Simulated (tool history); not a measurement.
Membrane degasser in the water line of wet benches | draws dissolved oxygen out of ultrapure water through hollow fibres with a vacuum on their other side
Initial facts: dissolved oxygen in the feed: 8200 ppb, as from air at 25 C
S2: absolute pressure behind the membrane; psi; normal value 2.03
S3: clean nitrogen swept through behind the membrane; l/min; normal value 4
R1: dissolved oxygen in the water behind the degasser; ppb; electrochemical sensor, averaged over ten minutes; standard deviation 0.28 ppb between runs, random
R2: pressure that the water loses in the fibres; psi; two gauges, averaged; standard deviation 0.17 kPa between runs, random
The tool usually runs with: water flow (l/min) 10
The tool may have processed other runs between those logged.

Run 1, hour 0: usual settings. Result: R1 71.4 ppb, R2 5.797 psi.
Run 2, hour 73.4: usual settings. Result: R1 72.4 ppb, R2 5.771 psi.
Run 3, hour 141.4: usual settings. Result: R1 71.9 ppb, R2 5.79 psi.
Run 4, hour 191.9: usual settings. Result: R1 71.6 ppb, R2 5.743 psi.
Run 5, hour 262.9: usual settings but water flow (l/min) 11. Result: R1 79.9 ppb, R2 6.353 psi.
Run 6, hour 331.6: usual settings but water flow (l/min) 11. Result: R1 79.8 ppb, R2 6.401 psi.
Run 7, hour 387.5: usual settings. Result: R1 72.4 ppb, R2 5.836 psi.
Run 8, hour 438.6: usual settings. Result: R1 72.7 ppb, R2 5.775 psi.
Run 9, hour 515.7: usual settings. Result: R1 72.5 ppb, R2 5.79 psi.
Run 10, hour 583.7: usual settings. Result: R1 72.4 ppb, R2 5.816 psi.
Run 11, hour 670.7: usual settings but S2 1.49 psi. Result: R1 49 ppb, R2 5.791 psi.
Run 12, hour 711.3: usual settings. Result: R1 72.3 ppb, R2 5.819 psi.
Run 13, hour 759.9: usual settings. Result: R1 72.6 ppb, R2 5.809 psi.
Run 14, hour 816.8: usual settings. Result: R1 72.7 ppb, R2 5.79 psi.
Run 15, hour 905.8: usual settings. Result: R1 72.8 ppb, R2 5.791 psi.
At hour 912.8: vacuum gauge calibrated.
Run 16, hour 959: usual settings. Result: R1 73 ppb, R2 5.846 psi.
Run 17, hour 1037.1: usual settings but water flow (l/min) 11. Result: R1 80.9 ppb, R2 6.389 psi.
Run 18, hour 1132.6: usual settings but water flow (l/min) 14, S2 1.58 psi. Result: R1 78.5 ppb, R2 8.169 psi.
Run 19, hour 1211.2: usual settings but water flow (l/min) 11. Result: R1 81.3 ppb, R2 6.366 psi.
Run 20, hour 1283.7: usual settings but water flow (l/min) 11. Result: R1 81.5 ppb, R2 6.396 psi.
At hour 1346.2: vacuum gauge calibrated, once more.
Run 21, hour 1364.1: usual settings but water flow (l/min) 8, S2 2.92 psi. Result: R1 89.1 ppb, R2 4.676 psi.
Run 22, hour 1411.6: usual settings but water flow (l/min) 8, S2 5.05 psi, S3 9.86 l/min. Result: R1 68.5 ppb, R2 4.654 psi.
Run 23, hour 1450.7: usual settings but S3 1.63 l/min. Result: R1 166.7 ppb, R2 5.831 psi.
Run 24, hour 1511.4: usual settings but S2 3.23 psi, S3 7.53 l/min. Result: R1 69.7 ppb, R2 5.871 psi.
At hour 1568.7: seals of the vacuum lines changed.
Run 25, hour 1595.5: usual settings but S2 3.23 psi, S3 7.53 l/min. Result: R1 67.6 ppb, R2 5.833 psi.
Run 26, hour 1686.8: usual settings but S2 4 psi, S3 7.12 l/min. Result: R1 88.8 ppb, R2 5.835 psi.
Run 27, hour 1754.2: usual settings but water flow (l/min) 16, S2 3.58 psi, S3 3.12 l/min. Result: R1 278.1 ppb, R2 9.351 psi.
Run 28, hour 1805.8: usual settings but water flow (l/min) 7, S2 4.21 psi, S3 2.46 l/min. Result: R1 180.8 ppb, R2 4.109 psi.
Run 29, hour 1887.2: usual settings but S2 3.61 psi. Result: R1 138.3 ppb, R2 5.825 psi.
Run 30, hour 1971.7: usual settings but S2 3.61 psi. Result: R1 137.7 ppb, R2 5.839 psi.
Run 31, hour 2037.6: usual settings but S2 3.61 psi. Result: R1 138 ppb, R2 5.851 psi.
Run 32, hour 2080.4: usual settings but S2 3.61 psi. Result: R1 137.4 ppb, R2 5.804 psi.

Below, each run's measurement less what the same run would have read without the hidden state. Both values contain the same run-to-run variation, but the gauge's scatter may not be the same in both:
What the log doesn't record here: membrane still open, %; true pressure behind the membrane over the reading, kPa; air that leaks in behind the membrane, l/min; drift of the gauge itself on oxygen_ppb, %; drift of the gauge itself on loss_of_pressure_kpa, %.
run    R1      R2
  1  +1.8  +0.112
  2  +1.9  +0.115
  3  +1.9  +0.116
  4    +2  +0.117
  5  +2.2  +0.133
  6  +2.3  +0.136
  7  +2.2  +0.126
  8  +2.2  +0.126
  9  +2.3  +0.131
 10  +2.3  +0.133
 11  +1.9  +0.136
 12  +2.5  +0.138
 13  +2.5  +0.139
 14  +2.5  +0.141
 15  +2.6  +0.145
 16  +2.8  +0.148
 17  +3.1  +0.165
 18  +3.5  +0.215
 19  +3.3  +0.171
 20  +3.3  +0.174
 21  +3.5  +0.128
 22  +2.8  +0.129
 23  +5.3  +0.164
 24  +2.8  +0.167
 25    +1   +0.17
 26  +1.1  +0.173
 27  +3.4   +0.28
 28    +1  +0.123
 29  +1.4  +0.178
 30  +1.6  +0.183
 31  +1.6  +0.186
 32  +1.7  +0.186
